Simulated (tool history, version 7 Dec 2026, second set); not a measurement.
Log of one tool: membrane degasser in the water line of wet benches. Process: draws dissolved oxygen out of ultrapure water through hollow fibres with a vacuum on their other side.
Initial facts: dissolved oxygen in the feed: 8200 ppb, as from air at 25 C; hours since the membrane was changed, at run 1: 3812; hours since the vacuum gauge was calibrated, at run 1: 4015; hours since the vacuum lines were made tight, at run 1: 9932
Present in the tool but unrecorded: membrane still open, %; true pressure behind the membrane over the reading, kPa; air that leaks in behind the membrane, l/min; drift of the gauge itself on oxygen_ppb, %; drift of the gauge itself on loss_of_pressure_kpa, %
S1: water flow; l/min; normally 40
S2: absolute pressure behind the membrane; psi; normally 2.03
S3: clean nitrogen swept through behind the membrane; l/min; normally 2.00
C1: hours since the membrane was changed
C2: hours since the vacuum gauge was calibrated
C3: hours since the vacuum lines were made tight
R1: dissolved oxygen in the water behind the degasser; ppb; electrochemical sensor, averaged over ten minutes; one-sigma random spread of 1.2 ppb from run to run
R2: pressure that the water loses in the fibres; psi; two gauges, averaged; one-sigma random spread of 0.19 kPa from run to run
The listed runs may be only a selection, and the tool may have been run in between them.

run    hour  S1    S2    S3    C1    C2     C3      R1     R2
  1     0.0  40  2.03  2.00  3812  4015   9932   474.0  6.166
  2   134.8  40  2.03  2.00  3947  4149  10067   476.5  6.125
  3   261.3  40  2.03  2.00  4074  4276  10193   476.2  6.070
  4   324.1  42  2.03  2.00  4136  4339  10256   496.5  6.408
  5   410.0  42  2.03  2.00  4222  4425  10342   496.7  6.427
      549.2  -- seals of the vacuum lines changed
  6   562.8  42  2.03  2.00  4373  4575     14   495.1  6.409
  7   705.5  42  2.03  2.00  4516  4718    156   494.4  6.422
  8   827.4  40  2.03  2.91  4638  4840    278   345.4  6.123
  9   959.5  40  2.03  2.91  4770  4972    410   345.3  6.116
 10  1022.0  40  2.03  2.00  4832  5035    473   474.2  6.155
 11  1145.1  40  2.03  2.00  4955  5158    596   475.2  6.138
 12  1239.6  40  2.03  2.00  5050  5252    690   475.6  6.173
 13  1302.9  40  2.03  2.00  5113  5316    754   477.1  6.190
 14  1408.9  26  2.42  2.00  5219  5422    860   399.6  4.007
     1442.3  -- vacuum gauge calibrated
 15  1543.2  26  2.42  2.00  5353   101    993   391.5  3.980
 16  1687.7  26  2.42  2.00  5497   245   1138   390.9  4.020
 17  1763.7  62  2.42  1.12  5573   321   1214  1243.8  9.549
 18  1857.2  62  2.42  1.12  5667   415   1307  1256.5  9.617
 19  1941.9  62  2.42  1.12  5752   500   1392  1252.5  9.596
 20  2039.5  62  2.42  1.12  5849   597   1490  1253.2  9.577
 21  2141.2  40  5.03  2.92  5951   699   1591   904.4  6.200
 22  2279.0  40  5.03  2.92  6089   837   1729   903.7  6.213
 23  2351.7  46  1.51  0.96  6161   909   1802   639.0  7.162
 24  2498.2  46  1.51  0.96  6308  1056   1948   639.2  7.102

Hidden condition of the tool, last listed run before each entry between runs versus first listed run after:
Run 5 -> run 6: seals of the vacuum lines changed (hour 549.2)
  membrane still open, %: 97.4 -> 97.3; true pressure behind the membrane over the reading, kPa: 0.27 -> 0.28; air that leaks in behind the membrane, l/min: 0.0106 -> 0.0016
  measured minus no-state result, R1: +14.0 -> +12.8 ppb; R2: +0.170 -> +0.175 psi
Run 14 -> run 15: vacuum gauge calibrated (hour 1442.3)
  true pressure behind the membrane over the reading, kPa: 0.33 -> -0.01; air that leaks in behind the membrane, l/min: 0.0023 -> 0.0024
  measured minus no-state result, R1: +9.4 -> +0.1 ppb; R2: +0.131 -> +0.133 psi
